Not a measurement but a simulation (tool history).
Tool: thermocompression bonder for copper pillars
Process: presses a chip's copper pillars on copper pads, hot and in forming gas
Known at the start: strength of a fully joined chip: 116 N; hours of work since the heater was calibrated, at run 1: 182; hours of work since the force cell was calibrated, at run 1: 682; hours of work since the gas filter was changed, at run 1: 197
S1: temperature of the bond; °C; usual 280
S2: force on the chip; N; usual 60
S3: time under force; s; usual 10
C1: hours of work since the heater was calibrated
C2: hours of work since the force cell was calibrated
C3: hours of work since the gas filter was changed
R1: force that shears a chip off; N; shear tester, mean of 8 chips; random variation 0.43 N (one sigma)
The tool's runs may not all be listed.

run	hour	S1	S2	S3	C1	C2	C3	R1
1	0	280	60	10	182	682	197	73.4
2	17.7	280	60	10	192	693	207	73.9
3	38.7	280	60	21	205	705	220	89.6
4	51	280	60	21	213	713	228	88.9
5	64	280	60	21	221	721	236	88.7
# hour 69.4: force cell calibrated
6	75.9	280	60	8	227	4	242	69
# hour 78.4: forming gas filter changed
7	96.2	280	84	10	240	16	11	85.9
8	115.1	280	84	10	251	28	23	86.4
9	131.4	280	84	15	261	38	33	93.5
10	150.6	280	84	15	273	50	44	94.1
11	166.7	280	60	10	283	60	54	74.4
12	177.8	280	60	10	290	66	61	74.1
13	194.5	280	82	10	300	77	72	84.8
14	204.6	280	82	10	306	83	78	85.6
15	224	280	82	10	318	95	90	85.8
16	234.8	280	82	10	325	102	96	84.7
17	244.9	280	82	10	331	108	103	85.3
18	259.7	280	80	10	340	117	112	85.4
19	274.1	280	80	10	349	126	121	84.8
20	282.8	280	80	10	354	131	126	84.7
21	301.9	280	80	10	366	143	138	84.6
22	312.8	280	80	10	373	150	144	85
23	328.4	262	38	13	383	159	154	55.9
24	341.4	267	70	13	391	167	162	79.1
25	360.6	290	57	14	402	179	174	84.9
26	377.6	290	40	10	413	190	184	66.1
27	394.3	283	40	6	423	200	195	52.5
28	412.6	283	40	6	434	211	206	52.5
29	426.9	283	64	6	443	220	215	68.4
30	442.3	281	64	11	453	229	224	80
# hour 443.5: gauge calibrated
31	461.9	281	64	11	465	241	236	78.4
# hour 473.9: forming gas filter changed
32	475.3	271	40	12	473	249	1	58.9
33	487.6	306	40	12	480	257	8	76.4
34	496.6	297	89	22	486	263	14	106.4
35	507.6	297	89	22	493	269	21	106.6
36	521.8	297	89	22	501	278	30	106.7
37	542.2	297	89	22	514	291	42	106.7
38	554.2	267	60	10	521	298	49	67.6
39	564.3	267	60	6	528	304	56	55.7

Forecast each of these 5 alternatives for the next run:
A	580.1	259	83	6	537	314	65	?
B	580.1	262	39	10	537	314	65	?
C	580.1	257	60	10	537	314	65	?
D	580.1	294	80	27	537	314	65	?
E	580.1	300	60	10	537	314	65	?

run	R1
A	62.3
B	50.3
C	61.7
D	106.2
E	84.3
Without the tool's hidden state the same runs would have given:
run	R1
A	61.7
B	49.9
C	61.1
D	105.3
E	83.6

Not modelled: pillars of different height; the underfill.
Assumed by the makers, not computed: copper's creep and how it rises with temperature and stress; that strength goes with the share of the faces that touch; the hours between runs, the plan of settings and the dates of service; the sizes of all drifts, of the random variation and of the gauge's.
